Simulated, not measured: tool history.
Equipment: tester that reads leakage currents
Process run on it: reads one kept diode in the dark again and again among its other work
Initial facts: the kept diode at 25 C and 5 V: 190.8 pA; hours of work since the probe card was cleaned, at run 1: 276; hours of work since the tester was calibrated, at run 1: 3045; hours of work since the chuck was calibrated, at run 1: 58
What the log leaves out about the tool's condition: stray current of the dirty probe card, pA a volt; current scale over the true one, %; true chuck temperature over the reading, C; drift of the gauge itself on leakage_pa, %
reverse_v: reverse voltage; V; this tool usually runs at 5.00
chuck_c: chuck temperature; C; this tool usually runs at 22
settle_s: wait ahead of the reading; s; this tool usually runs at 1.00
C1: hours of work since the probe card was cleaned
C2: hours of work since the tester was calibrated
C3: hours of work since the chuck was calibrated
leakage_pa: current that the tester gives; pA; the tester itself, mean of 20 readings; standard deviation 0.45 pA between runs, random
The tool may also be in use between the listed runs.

Run 1, hour 0.0: usual settings; C1 276; C2 3045; C3 58. Result: leakage_pa 148.41 pA.
Run 2, hour 57.9: usual settings but chuck_c 23 C; C1 317; C2 3086; C3 99. Result: leakage_pa 162.02 pA.
Run 3, hour 184.1: usual settings but chuck_c 23 C; C1 407; C2 3176; C3 188. Result: leakage_pa 161.64 pA.
Run 4, hour 237.8: usual settings but chuck_c 23 C; C1 445; C2 3214; C3 227. Result: leakage_pa 161.15 pA.
Run 5, hour 354.8: usual settings but chuck_c 23 C; C1 528; C2 3297; C3 310. Result: leakage_pa 160.76 pA.
Run 6, hour 470.2: usual settings but chuck_c 23 C; C1 610; C2 3379; C3 391. Result: leakage_pa 161.78 pA.
Run 7, hour 542.1: usual settings but chuck_c 39 C; C1 661; C2 3430; C3 442. Result: leakage_pa 623.14 pA.
Run 8, hour 617.3: usual settings but chuck_c 39 C; C1 714; C2 3483; C3 496. Result: leakage_pa 620.71 pA.
Run 9, hour 681.6: usual settings but settle_s 8.26 s; C1 760; C2 3529; C3 541. Result: leakage_pa 146.26 pA.
Run 10, hour 784.8: usual settings but settle_s 8.26 s; C1 833; C2 3602; C3 615. Result: leakage_pa 145.93 pA.
Run 11, hour 864.6: usual settings but settle_s 8.26 s; C1 889; C2 3658; C3 671. Result: leakage_pa 146.08 pA.
Run 12, hour 973.9: usual settings; C1 967; C2 3736; C3 749. Result: leakage_pa 147.47 pA.
Run 13, hour 1031.3: usual settings; C1 1008; C2 3777; C3 789. Result: leakage_pa 148.72 pA.
Run 14, hour 1151.4: usual settings but settle_s 5.26 s; C1 1093; C2 3862; C3 875. Result: leakage_pa 146.12 pA.
Run 15, hour 1251.2: usual settings; C1 1164; C2 3933; C3 945. Result: leakage_pa 146.91 pA.
Run 16, hour 1327.2: usual settings but reverse_v 3.97 V, chuck_c 35 C; C1 1218; C2 3986; C3 999. Result: leakage_pa 401.14 pA.
Run 17, hour 1391.1: usual settings but reverse_v 3.97 V, chuck_c 35 C; C1 1263; C2 4032; C3 1045. Result: leakage_pa 399.17 pA.
Run 18, hour 1450.6: usual settings but reverse_v 1.13 V, chuck_c 21 C, settle_s 0.64 s; C1 1305; C2 4074; C3 1087. Result: leakage_pa 64.00 pA.
Run 19, hour 1570.7: usual settings but reverse_v 1.45 V, chuck_c 29 C; C1 1390; C2 4159; C3 1172. Result: leakage_pa 145.44 pA.
Run 20, hour 1657.6: usual settings but reverse_v 1.45 V, chuck_c 29 C; C1 1452; C2 4221; C3 1234. Result: leakage_pa 145.54 pA.
Run 21, hour 1731.5: usual settings but reverse_v 1.45 V, chuck_c 29 C; C1 1504; C2 4273; C3 1286. Result: leakage_pa 145.89 pA.
Run 22, hour 1840.5: usual settings but reverse_v 1.45 V, chuck_c 29 C; C1 1582; C2 4351; C3 1363. Result: leakage_pa 145.91 pA.
Run 23, hour 1928.4: usual settings but reverse_v 1.45 V, chuck_c 29 C; C1 1644; C2 4413; C3 1426. Result: leakage_pa 146.80 pA.
Run 24, hour 2020.2: usual settings but settle_s 1.05 s; C1 1709; C2 4478; C3 1491. Result: leakage_pa 147.78 pA.
Run 25, hour 2139.9: usual settings but settle_s 1.82 s; C1 1794; C2 4563; C3 1576. Result: leakage_pa 147.17 pA.
Run 26, hour 2246.3: usual settings but reverse_v 9.55 V, chuck_c 24 C; C1 1869; C2 4638; C3 1651. Result: leakage_pa 245.49 pA.
Run 27, hour 2302.0: usual settings but reverse_v 4.65 V, chuck_c 24 C, settle_s 3.66 s; C1 1909; C2 4678; C3 1691. Result: leakage_pa 168.59 pA.
Run 28, hour 2359.1: usual settings but reverse_v 4.65 V, chuck_c 24 C, settle_s 3.66 s; C1 1949; C2 4718; C3 1731. Result: leakage_pa 168.13 pA.
Run 29, hour 2446.2: usual settings but reverse_v 4.65 V, chuck_c 24 C, settle_s 3.66 s; C1 2011; C2 4780; C3 1793. Result: leakage_pa 168.50 pA.

Forecast each of these 4 alternatives for the next run:
Run A, hour 2535.7: usual settings but reverse_v 4.65 V, chuck_c 40 C, settle_s 3.66 s; C1 2075; C2 4844; C3 1857. Result: leakage_pa ?.
Run B, hour 2535.7: usual settings but reverse_v 1.55 V, chuck_c 53 C, settle_s 5.82 s; C1 2075; C2 4844; C3 1857. Result: leakage_pa ?.
Run C, hour 2535.7: usual settings but reverse_v 3.64 V, settle_s 3.99 s; C1 2075; C2 4844; C3 1857. Result: leakage_pa ?.
Run D, hour 2535.7: usual settings but reverse_v 17.68 V, chuck_c 31 C, settle_s 0.48 s; C1 2075; C2 4844; C3 1857. Result: leakage_pa ?.

run  leakage_pa
  A      647.41
  B     1011.63
  C      124.61
  D      613.95
Without the tool's hidden state the same runs would have given:
run  leakage_pa
  A      649.44
  B     1014.73
  C      124.98
  D      615.63
